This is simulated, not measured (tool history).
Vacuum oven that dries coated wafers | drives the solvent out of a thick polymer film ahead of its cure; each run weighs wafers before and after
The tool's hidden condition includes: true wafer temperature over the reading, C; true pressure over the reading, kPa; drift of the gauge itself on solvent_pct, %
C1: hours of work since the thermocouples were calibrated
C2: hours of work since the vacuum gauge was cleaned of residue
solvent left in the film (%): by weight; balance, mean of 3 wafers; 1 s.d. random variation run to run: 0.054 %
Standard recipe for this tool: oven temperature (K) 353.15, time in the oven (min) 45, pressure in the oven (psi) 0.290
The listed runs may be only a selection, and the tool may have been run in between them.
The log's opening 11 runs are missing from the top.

run 12 hour=388.5 | oven_temperature_(K)=353.15 time_in_the_oven_(min)=45 pressure_in_the_oven_(psi)=0.492 | C1=471 C2=1435 | solvent_left_in_the_film_(%)=5.38
run 13 hour=430.0 | oven_temperature_(K)=353.15 time_in_the_oven_(min)=45 pressure_in_the_oven_(psi)=0.271 | C1=498 C2=1463 | solvent_left_in_the_film_(%)=3.53
run 14 hour=459.1 | oven_temperature_(K)=353.15 time_in_the_oven_(min)=45 pressure_in_the_oven_(psi)=0.271 | C1=518 C2=1482 | solvent_left_in_the_film_(%)=3.58
run 15 hour=488.8 | oven_temperature_(K)=353.15 time_in_the_oven_(min)=45 pressure_in_the_oven_(psi)=0.271 | C1=537 C2=1502 | solvent_left_in_the_film_(%)=3.57
run 16 hour=529.7 | oven_temperature_(K)=353.15 time_in_the_oven_(min)=45 pressure_in_the_oven_(psi)=0.290 | C1=564 C2=1529 | solvent_left_in_the_film_(%)=3.79
run 17 hour=565.7 | oven_temperature_(K)=357.15 time_in_the_oven_(min)=45 pressure_in_the_oven_(psi)=0.290 | C1=588 C2=1553 | solvent_left_in_the_film_(%)=2.97
run 18 hour=589.9 | oven_temperature_(K)=353.15 time_in_the_oven_(min)=45 pressure_in_the_oven_(psi)=0.817 | C1=605 C2=1569 | solvent_left_in_the_film_(%)=8.14
run 19 hour=609.5 | oven_temperature_(K)=353.15 time_in_the_oven_(min)=37 pressure_in_the_oven_(psi)=0.438 | C1=618 C2=1583 | solvent_left_in_the_film_(%)=5.44
run 20 hour=637.1 | oven_temperature_(K)=345.15 time_in_the_oven_(min)=45 pressure_in_the_oven_(psi)=1.047 | C1=636 C2=1601 | solvent_left_in_the_film_(%)=13.52
run 21 hour=659.1 | oven_temperature_(K)=345.15 time_in_the_oven_(min)=45 pressure_in_the_oven_(psi)=1.047 | C1=651 C2=1616 | solvent_left_in_the_film_(%)=13.72
run 22 hour=699.0 | oven_temperature_(K)=360.15 time_in_the_oven_(min)=45 pressure_in_the_oven_(psi)=0.213 | C1=677 C2=1642 | solvent_left_in_the_film_(%)=1.99
run 23 hour=724.1 | oven_temperature_(K)=360.15 time_in_the_oven_(min)=45 pressure_in_the_oven_(psi)=0.213 | C1=694 C2=1659 | solvent_left_in_the_film_(%)=1.95
run 24 hour=766.7 | oven_temperature_(K)=360.15 time_in_the_oven_(min)=45 pressure_in_the_oven_(psi)=0.640 | C1=722 C2=1687 | solvent_left_in_the_film_(%)=4.70
run 25 hour=810.7 | oven_temperature_(K)=338.15 time_in_the_oven_(min)=80 pressure_in_the_oven_(psi)=0.399 | C1=751 C2=1716 | solvent_left_in_the_film_(%)=7.85
run 26 hour=854.5 | oven_temperature_(K)=357.15 time_in_the_oven_(min)=80 pressure_in_the_oven_(psi)=0.399 | C1=781 C2=1746 | solvent_left_in_the_film_(%)=3.24
run 27 hour=876.9 | oven_temperature_(K)=357.15 time_in_the_oven_(min)=80 pressure_in_the_oven_(psi)=0.399 | C1=795 C2=1760 | solvent_left_in_the_film_(%)=3.17
run 28 hour=922.8 | oven_temperature_(K)=357.15 time_in_the_oven_(min)=80 pressure_in_the_oven_(psi)=0.399 | C1=826 C2=1791 | solvent_left_in_the_film_(%)=3.17
run 29 hour=961.7 | oven_temperature_(K)=357.15 time_in_the_oven_(min)=80 pressure_in_the_oven_(psi)=0.399 | C1=852 C2=1817 | solvent_left_in_the_film_(%)=3.16
run 30 hour=1000.1 | oven_temperature_(K)=366.15 time_in_the_oven_(min)=80 pressure_in_the_oven_(psi)=0.409 | C1=877 C2=1842 | solvent_left_in_the_film_(%)=2.23

Run 31 is up next; what results do you expect?
run 31 hour=1038.9 | oven_temperature_(K)=366.15 time_in_the_oven_(min)=37 pressure_in_the_oven_(psi)=0.350 | C1=903 C2=1868 | solvent_left_in_the_film_(%)=?

{"run 31": {"solvent left in the film (%)": 2.25}}
Minus the tool's unlogged condition, the same run would have read solvent left in the film (%) 2.23.
